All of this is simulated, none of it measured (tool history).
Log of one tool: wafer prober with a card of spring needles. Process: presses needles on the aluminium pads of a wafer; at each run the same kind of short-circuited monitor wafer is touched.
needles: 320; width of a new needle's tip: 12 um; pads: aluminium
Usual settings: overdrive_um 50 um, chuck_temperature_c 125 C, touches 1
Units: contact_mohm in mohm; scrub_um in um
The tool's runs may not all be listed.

run     day  overdrive_um  chuck_temperature_c  touches  contact_mohm  scrub_um
  1   0.000            50                  125        1           205     10.38
      0.300  -- tips cleaned on abrasive film
  2   0.646            50                  125        1           207     10.34
      1.412  -- tips cleaned on abrasive film
  3   1.542            35                  125        1           212      7.26
      2.546  -- tips cleaned on abrasive film
  4   2.729            50                  125        2           209     10.34
  5   3.317            50                  125        2           200     10.33
      3.571  -- tips cleaned on abrasive film
      4.046  -- height of the first contact set anew
  6   4.121            50                  125        1           204     10.38
      4.642  -- tips cleaned on abrasive film
  7   5.104            50                  125        1           204     10.34
      5.712  -- tips cleaned on abrasive film
  8   5.817            50                  125        2           206     10.32
      6.775  -- tips cleaned on abrasive film
  9   6.812            50                  125        2           203     10.35
 10   7.533            50                  125        2           208     10.31
      7.833  -- tips cleaned on abrasive film
 11   8.754            50                  125        1           203     10.34
      8.904  -- tips cleaned on abrasive film
 12   9.588            50                  125        1           205     10.31
     10.012  -- tips cleaned on abrasive film
 13  10.762            44                  125        1           211      9.09
     11.071  -- tips cleaned on abrasive film
 14  11.683            44                  125        1           211      9.09
     12.175  -- tips cleaned on abrasive film
 15  12.500            47                  125        1           203      9.71
     13.279  -- tips cleaned on abrasive film
 16  13.367            63                  125        2           203     12.99
     14.396  -- tips cleaned on abrasive film
 17  14.529            50                   46        1           188     10.31
     15.467  -- tips cleaned on abrasive film
 18  15.679            50                   46        1           187     10.29
     16.483  -- tips cleaned on abrasive film
 19  16.646            31                   42        1           195      6.38
     17.508  -- tips cleaned on abrasive film
 20  17.871            31                   42        1           195      6.39
 21  18.500            32                   26        1           189      6.57
     18.567  -- tips cleaned on abrasive film
     19.683  -- tips cleaned on abrasive film
 22  19.758            32                   26        1           188      6.59
 23  20.650            32                   26        3           193      6.57
     20.725  -- tips cleaned on abrasive film
 24  21.642            32                   26        3           191      6.58
     21.767  -- tips cleaned on abrasive film
 25  22.188            32                   26        3           190      6.58
 26  22.762            32                   26        3           191      6.57
     22.842  -- tips cleaned on abrasive film
 27  23.617            44                   68        1           196      9.03
     23.904  -- tips cleaned on abrasive film
 28  24.471            44                   61        1           193      9.04

Forecast each of these 4 alternatives for the next run:
     24.979  -- tips cleaned on abrasive film
     25.058  -- height of the first contact set anew
  A  25.596            40                   61        1             ?         ?
     24.979  -- tips cleaned on abrasive film
     25.058  -- height of the first contact set anew
  B  25.596            44                   29        1             ?         ?
     24.979  -- tips cleaned on abrasive film
     25.058  -- height of the first contact set anew
  C  25.596            44                   61        1             ?         ?
     24.979  -- tips cleaned on abrasive film
     25.058  -- height of the first contact set anew
  D  25.596            44                   64        1             ?         ?

run  contact_mohm  scrub_um
  A           199      8.20
  B           187      9.04
  C           195      9.02
  D           191      9.02
Without the tool's hidden state the same runs would have given:
run  contact_mohm  scrub_um
  A           199      8.29
  B           186      9.14
  C           194      9.13
  D           191      9.13

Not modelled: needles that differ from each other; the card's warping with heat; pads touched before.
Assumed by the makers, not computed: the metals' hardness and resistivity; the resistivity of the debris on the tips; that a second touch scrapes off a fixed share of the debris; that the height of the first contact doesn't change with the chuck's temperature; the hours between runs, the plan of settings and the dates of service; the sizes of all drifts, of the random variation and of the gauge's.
